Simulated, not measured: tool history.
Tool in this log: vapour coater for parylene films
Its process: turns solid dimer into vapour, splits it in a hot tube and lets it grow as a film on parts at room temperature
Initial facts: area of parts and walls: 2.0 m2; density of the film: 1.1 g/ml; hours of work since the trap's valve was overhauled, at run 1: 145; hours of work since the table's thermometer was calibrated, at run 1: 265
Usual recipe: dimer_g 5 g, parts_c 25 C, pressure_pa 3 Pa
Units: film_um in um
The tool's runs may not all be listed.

| run | hour | dimer_g | parts_c | pressure_pa | hours of work since the trap's valve was overhauled | hours of work since the table's thermometer was calibrated | film_um |
|---|---|---|---|---|---|---|---|
| 1 | 0 | 5 | 25 | 3 | 145 | 265 | 1.532 |
| 2 | 9.6 | 5 | 25 | 3 | 152 | 271 | 1.525 |
| 3 | 24 | 5 | 25 | 3 | 161 | 281 | 1.532 |
| 4 | 39.6 | 5 | 25 | 3 | 172 | 291 | 1.521 |
| 5 | 56 | 5 | 25 | 3 | 183 | 303 | 1.527 |
| 6 | 71.6 | 5 | 25 | 3 | 194 | 313 | 1.524 |
| 7 | 78.8 | 5 | 25 | 7.14 | 199 | 318 | 1.439 |
| 8 | 90 | 5 | 25 | 2.73 | 206 | 326 | 1.524 |
| 9 | 98.2 | 5 | 35 | 3 | 212 | 331 | 1.267 |
| 10 | 114.4 | 5 | 25 | 3 | 223 | 342 | 1.504 |
| 11 | 129.3 | 5 | 25 | 3 | 233 | 353 | 1.494 |
| 12 | 139 | 2 | 17 | 3 | 240 | 359 | 0.694 |
| 13 | 145.7 | 2 | 17 | 3 | 244 | 364 | 0.7 |
|  | 148.3 | table's thermometer calibrated |
| 14 | 153.7 | 2 | 29 | 3 | 249 | 4 | 0.573 |
| 15 | 164.3 | 2 | 29 | 3 | 256 | 11 | 0.565 |
| 16 | 171 | 6 | 25 | 3 | 261 | 15 | 1.792 |
| 17 | 177.6 | 7 | 35 | 2.81 | 265 | 20 | 1.78 |
| 18 | 189.9 | 5 | 19 | 2.21 | 274 | 28 | 1.69 |
|  | 197.1 | table's thermometer calibrated, once more |
| 19 | 198.8 | 5 | 27 | 8.76 | 279 | 1 | 1.374 |
| 20 | 213.2 | 5 | 27 | 8.76 | 289 | 11 | 1.365 |
| 21 | 226 | 6 | 25 | 3 | 298 | 20 | 1.812 |
| 22 | 234.1 | 5 | 28 | 2.38 | 303 | 25 | 1.446 |

Branching from run 22: 4 alternative next runs. What would each branch give?
| A | 248.2 | 5 | 21 | 2.65 | 313 | 35 | ? |
| B | 248.2 | 5 | 28 | 11.55 | 313 | 35 | ? |
| C | 248.2 | 5 | 28 | 6.12 | 313 | 35 | ? |
| D | 248.2 | 6 | 29 | 5.68 | 313 | 35 | ? |

| run | film_um |
|---|---|
| A | 1.605 |
| B | 1.324 |
| C | 1.368 |
| D | 1.616 |
Without the tool's unlogged condition, the same runs would have read:
| run | film_um |
|---|---|
| A | 1.663 |
| B | 1.371 |
| C | 1.417 |
| D | 1.674 |
